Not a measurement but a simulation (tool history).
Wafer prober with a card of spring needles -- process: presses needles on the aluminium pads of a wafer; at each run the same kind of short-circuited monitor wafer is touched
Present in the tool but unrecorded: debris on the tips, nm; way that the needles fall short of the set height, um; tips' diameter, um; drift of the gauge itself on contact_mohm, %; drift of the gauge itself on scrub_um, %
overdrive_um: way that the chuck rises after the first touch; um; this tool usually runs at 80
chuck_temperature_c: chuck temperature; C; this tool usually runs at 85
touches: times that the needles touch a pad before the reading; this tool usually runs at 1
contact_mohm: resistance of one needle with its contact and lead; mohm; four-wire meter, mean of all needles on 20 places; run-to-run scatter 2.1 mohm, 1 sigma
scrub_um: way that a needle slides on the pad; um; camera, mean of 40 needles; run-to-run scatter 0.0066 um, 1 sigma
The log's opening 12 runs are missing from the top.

run    hour  overdrive_um  chuck_temperature_c  touches  touches since the tips were cleaned  cleanings since the card got new needles  touches since the first contact's height was set  contact_mohm  scrub_um
      527.8  -- tips cleaned on abrasive film
 13   543.8            78                   85        2                                 2959                                        44                                            104767           225    14.038
      578.5  -- tips cleaned on abrasive film
      578.8  -- height of the first contact set anew
 14   583.6            78                   85        2                                  890                                        45                                               890           222    14.025
      627.6  -- tips cleaned on abrasive film
 15   646.7            80                   85        1                                 3533                                        46                                             12564           228    14.389
      675.3  -- tips cleaned on abrasive film
 16   709.8            80                   85        1                                 6378                                        47                                             24233           223    14.375
      724.3  -- tips cleaned on abrasive film
      772.5  -- tips cleaned on abrasive film
 17   775.6            84                   82        2                                  575                                        49                                             36396           225    15.092
        820  -- tips cleaned on abrasive film
 18   820.3            84                   82        2                                   50                                        50                                             44658           224    15.091
      869.4  -- tips cleaned on abrasive film
 19   882.5           100                   40        3                                 2421                                        51                                             56172           212    17.952
      921.2  -- tips cleaned on abrasive film
 20   952.1            83                   40        3                                 5730                                        52                                             69062           213    14.897
      968.7  -- tips cleaned on abrasive film
 21   997.4            87                   40        1                                 5326                                        53                                             77438           212    15.611
     1015.2  -- tips cleaned on abrasive film
 22  1052.5            80                   85        1                                 6910                                        54                                             87630           228    14.344
     1062.4  -- tips cleaned on abrasive film
 23  1107.3            70                   50        1                                 8331                                        55                                             97768           221    12.551
     1112.5  -- tips cleaned on abrasive film
     1162.2  -- tips cleaned on abrasive film
 24  1171.6            70                   50        1                                 1750                                        57                                            109643           219     12.54
     1180.7  -- height of the first contact set anew
     1213.3  -- tips cleaned on abrasive film
 25  1236.2            70                   50        1                                 4239                                        58                                             10273           217     12.54
       1263  -- tips cleaned on abrasive film
 26  1271.3            81                   50        3                                 1538                                        59                                             16750           218    14.501
     1311.2  -- tips cleaned on abrasive film
 27  1324.1            91                  116        3                                 2389                                        60                                             26517           229    16.303
       1360  -- tips cleaned on abrasive film
 28  1394.5            91                   70        3                                 6393                                        61                                             39543           223    16.288
       1408  -- tips cleaned on abrasive film
     1455.2  -- tips cleaned on abrasive film
 29  1464.8            80                   84        1                                 1786                                        63                                             52551           226    14.306
     1505.1  -- tips cleaned on abrasive film
 30  1516.1            95                   84        2                                 2051                                        64                                             62041           222    16.993
     1554.4  -- tips cleaned on abrasive film
 31  1580.4            95                   84        2                                 4815                                        65                                             73922           219    16.988
     1603.8  -- tips cleaned on abrasive film
 32  1630.9            77                   41        1                                 5039                                        66                                             83279           210    13.762

3 options for the next run, each taken on its own from the tool as it stands now. Forecast them:
       1651  -- tips cleaned on abrasive film
  A  1682.3            99                  113        1                                 5809                                        67                                             92779             ?         ?
       1651  -- tips cleaned on abrasive film
  B  1682.3            79                  100        1                                 5809                                        67                                             92779             ?         ?
       1651  -- tips cleaned on abrasive film
  C  1682.3            77                   85        1                                 5809                                        67                                             92779             ?         ?

run  contact_mohm  scrub_um
  A           230    17.676
  B           227     14.11
  C           227    13.772
With no hidden state in the tool, these same runs would have given:
run  contact_mohm  scrub_um
  A           230    17.874
  B           227    14.268
  C           226    13.926
